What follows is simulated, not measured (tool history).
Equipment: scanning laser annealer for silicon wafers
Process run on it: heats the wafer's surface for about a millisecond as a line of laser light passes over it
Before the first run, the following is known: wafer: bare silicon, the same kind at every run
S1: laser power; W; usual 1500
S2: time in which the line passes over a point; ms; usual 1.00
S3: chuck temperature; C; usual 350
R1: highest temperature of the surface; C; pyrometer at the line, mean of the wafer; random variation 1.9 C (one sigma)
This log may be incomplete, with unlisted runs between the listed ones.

Run 1, hour 0.0: usual settings. Result: R1 1125 C.
Run 2, hour 61.3: usual settings. Result: R1 1123 C.
Run 3, hour 122.8: usual settings but S2 0.90 ms. Result: R1 1078 C.
Run 4, hour 210.5: usual settings but S2 0.90 ms. Result: R1 1081 C.
Run 5, hour 258.8: usual settings but S2 0.90 ms. Result: R1 1078 C.
Run 6, hour 347.7: usual settings but S2 0.90 ms. Result: R1 1078 C.
Run 7, hour 409.9: usual settings. Result: R1 1122 C.
Run 8, hour 485.0: usual settings. Result: R1 1121 C.
Run 9, hour 570.5: usual settings. Result: R1 1122 C.
Run 10, hour 617.6: usual settings. Result: R1 1125 C.
Run 11, hour 681.9: usual settings. Result: R1 1122 C.
Run 12, hour 749.0: usual settings. Result: R1 1122 C.
Run 13, hour 839.6: usual settings. Result: R1 1121 C.
Run 14, hour 927.3: usual settings but S1 1587 W, S2 0.75 ms, S3 338 C. Result: R1 1052 C.
Run 15, hour 999.3: usual settings but S1 1587 W, S2 0.75 ms, S3 338 C. Result: R1 1052 C.
Run 16, hour 1084.0: usual settings but S1 1587 W, S2 0.75 ms, S3 338 C. Result: R1 1052 C.
Run 17, hour 1169.2: usual settings but S1 1417 W, S2 0.80 ms, S3 353 C. Result: R1 986 C.
Run 18, hour 1211.0: usual settings but S3 389 C. Result: R1 1162 C.
Run 19, hour 1251.0: usual settings but S2 0.76 ms, S3 360 C. Result: R1 1030 C.
Run 20, hour 1305.6: usual settings but S1 1640 W, S2 0.71 ms, S3 376 C. Result: R1 1096 C.
Run 21, hour 1372.4: usual settings but S1 1640 W, S2 0.71 ms, S3 376 C. Result: R1 1097 C.
Run 22, hour 1435.7: usual settings but S2 0.71 ms, S3 376 C. Result: R1 1022 C.
Run 23, hour 1472.9: usual settings but S1 1633 W, S2 1.04 ms, S3 337 C. Result: R1 1219 C.
Run 24, hour 1558.4: usual settings but S1 1633 W, S2 1.04 ms, S3 337 C. Result: R1 1219 C.
Run 25, hour 1607.8: usual settings but S1 1633 W, S2 1.04 ms, S3 337 C. Result: R1 1222 C.
Run 26, hour 1648.7: usual settings but S1 1633 W, S2 1.04 ms, S3 337 C. Result: R1 1219 C.

Missing from the log above: 3 entries noted between runs. For each, name the pair of listed runs it sits between and say how the tool's hidden condition differs from the listed run just before to the listed run just after:
In the gap between runs 10 and 11: window over the wafer cleaned (hour 642.6)
  light that passes the window, % of a clean one's: 99.92 -> 99.99; width of the line over the set one, %: 0.08 -> 0.09
In the gap between runs 23 and 24: window over the wafer cleaned (hour 1509.2); optics aligned, line set to its width (hour 1520.6)
  light that passes the window, % of a clean one's: 99.92 -> 99.99; width of the line over the set one, %: 0.12 -> 0

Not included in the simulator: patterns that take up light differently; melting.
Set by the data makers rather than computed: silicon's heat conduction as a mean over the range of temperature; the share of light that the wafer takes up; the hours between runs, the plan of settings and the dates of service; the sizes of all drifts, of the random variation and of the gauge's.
